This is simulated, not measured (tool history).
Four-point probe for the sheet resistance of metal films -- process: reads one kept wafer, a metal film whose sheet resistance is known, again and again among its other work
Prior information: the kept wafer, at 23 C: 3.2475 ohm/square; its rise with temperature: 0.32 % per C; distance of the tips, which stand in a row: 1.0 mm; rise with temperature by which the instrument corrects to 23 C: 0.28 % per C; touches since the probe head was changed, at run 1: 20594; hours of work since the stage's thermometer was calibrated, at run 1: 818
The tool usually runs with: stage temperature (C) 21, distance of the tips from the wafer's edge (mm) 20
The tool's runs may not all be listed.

run,hour,stage temperature (C),distance of the tips from the wafer's edge (mm),touches since the probe head was changed,hours of work since the stage's thermometer was calibrated,sheet resistance as the instrument gives it (ohm/square)
1,0.0,21,20,20594,818,3.253389
2,24.2,30,20,21381,836,3.264528
3,78.1,21,20,23141,876,3.254141
4,104.3,21,20,23992,896,3.254044
5,138.1,21,20,25093,921,3.255534
6,194.4,19,20,26928,963,3.252360
7,233.9,19,5,28217,992,3.316411
8,266.9,21,20,29290,1017,3.256595
9,315.4,21,20,30873,1053,3.255954
10,357.7,34,44,32252,1085,3.268088
# hour 361.2: stage's thermometer calibrated
11,408.8,34,44,33899,36,3.269643
12,444.2,34,44,35054,62,3.268677
13,477.1,26,15,36124,86,3.267474
# hour 490.2: stage's thermometer calibrated, once more
14,530.2,26,15,37838,30,3.266180
15,558.3,21,63,38755,51,3.253318
16,602.0,21,63,40180,83,3.254391
17,654.8,31,10,41898,123,3.281465

5 options for the next run, each taken on its own from the tool as it stands now. Forecast them:
A,689.2,20,22,43021,148,?
B,689.2,22,20,43021,148,?
C,689.2,31,10,43021,148,?
D,689.2,19,20,43021,148,?
E,689.2,21,57,43021,148,?

run,sheet resistance as the instrument gives it (ohm/square)
A,3.258639
B,3.259364
C,3.283181
D,3.256255
E,3.254664
Take away the tool's hidden state, keep each run's random variation, and the runs would have read:
run,sheet resistance as the instrument gives it (ohm/square)
A,3.249795
B,3.250522
C,3.274294
D,3.247415
E,3.245832

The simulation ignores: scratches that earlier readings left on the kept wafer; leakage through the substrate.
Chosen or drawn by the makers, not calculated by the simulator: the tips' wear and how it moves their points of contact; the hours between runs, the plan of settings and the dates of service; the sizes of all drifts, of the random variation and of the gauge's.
